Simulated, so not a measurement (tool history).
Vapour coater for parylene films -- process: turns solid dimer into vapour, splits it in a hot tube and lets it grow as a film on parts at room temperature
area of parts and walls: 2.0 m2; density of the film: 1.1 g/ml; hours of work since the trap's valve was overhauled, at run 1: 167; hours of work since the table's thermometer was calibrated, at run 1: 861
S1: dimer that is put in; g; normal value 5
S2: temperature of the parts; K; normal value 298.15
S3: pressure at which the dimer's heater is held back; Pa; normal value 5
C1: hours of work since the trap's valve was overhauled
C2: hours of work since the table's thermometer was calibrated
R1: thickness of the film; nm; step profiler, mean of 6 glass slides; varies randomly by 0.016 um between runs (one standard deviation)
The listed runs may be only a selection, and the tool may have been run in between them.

run   hour  S1      S2     S3   C1   C2    R1
  1      0   5  298.15      5  167  861  1110
  2   21.4   5  298.15      5  183  877  1110
  3   44.2   5  298.15   4.72  200  894  1130
  4   69.2   5  298.15   3.51  219  913  1250
  5   96.6   5  298.15      5  240  934  1110
  6  116.3   5  298.15  11.07  255  949   930
     123.6  -- table's thermometer calibrated
  7  142.5   2  290.15   6.83  274   14   530
  8  170.9   3  296.15      5  296   36   680
     203.7  -- trap's valve overhauled
  9  204.9   3  296.15      5    1   59   720
 10  221.6   6  298.15   3.47   14   71  1470
 11  238.6   5  298.15    4.6   26   84  1150

Alternative continuations, all from the tool just after run 11; predict every row:
  A  265.9   2  299.15  5.36  47  105   ?
  B  265.9   5  298.15  9.25  47  105   ?
  C  265.9   2  292.15  5.05  47  105   ?
  D  265.9   5  298.15  2.56  47  105   ?
  E  265.9   5  290.15  4.71  47  105   ?

run    R1
  A   420
  B  1010
  C   530
  D  1350
  E  1440
What these runs would have given with no unlogged condition in the tool:
run    R1
  A   420
  B  1010
  C   530
  D  1350
  E  1440
